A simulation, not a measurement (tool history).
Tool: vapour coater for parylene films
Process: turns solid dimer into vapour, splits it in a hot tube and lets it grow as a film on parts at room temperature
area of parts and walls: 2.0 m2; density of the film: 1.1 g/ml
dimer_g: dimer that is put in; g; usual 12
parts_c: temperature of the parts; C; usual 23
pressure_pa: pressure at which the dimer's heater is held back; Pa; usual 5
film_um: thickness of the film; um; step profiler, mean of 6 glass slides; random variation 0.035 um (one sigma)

| run | hour | dimer_g | parts_c | pressure_pa | film_um |
|---|---|---|---|---|---|
| 1 | 0 | 12 | 23 | 5 | 3.62 |
| 2 | 10.8 | 12 | 23 | 5 | 3.58 |
| 3 | 26 | 12 | 23 | 5 | 3.62 |
| 4 | 41.4 | 21 | 23 | 5 | 6.31 |
| 5 | 55 | 21 | 23 | 5 | 6.34 |
| 6 | 71 | 21 | 23 | 5 | 6.33 |
| 7 | 87.6 | 12 | 23 | 5 | 3.58 |
| 8 | 97.9 | 12 | 23 | 2.92 | 4.11 |
| 9 | 108.6 | 7 | 22 | 4.09 | 2.27 |
| 10 | 122.4 | 7 | 22 | 4.09 | 2.28 |
| 11 | 141.4 | 5 | 23 | 3.52 | 1.6 |
| 12 | 157.5 | 5 | 23 | 4.56 | 1.56 |
| 13 | 168.5 | 12 | 15 | 5 | 4.31 |
| 14 | 185.7 | 19 | 17 | 6.89 | 6.09 |
| 15 | 200.5 | 8 | 23 | 3.03 | 2.72 |

4 ways to go on from here, each from the tool as it stands after run 15. What would each give?
| A | 210 | 12 | 31 | 5 | ? |
| B | 210 | 10 | 23 | 3.03 | ? |
| C | 210 | 14 | 23 | 11.85 | ? |
| D | 210 | 8 | 35 | 2.37 | ? |

| run | film_um |
|---|---|
| A | 3.01 |
| B | 3.33 |
| C | 3.45 |
| D | 2.2 |
Without the tool's hidden state the same runs would have given:
| run | film_um |
|---|---|
| A | 3.03 |
| B | 3.34 |
| C | 3.47 |
| D | 2.21 |
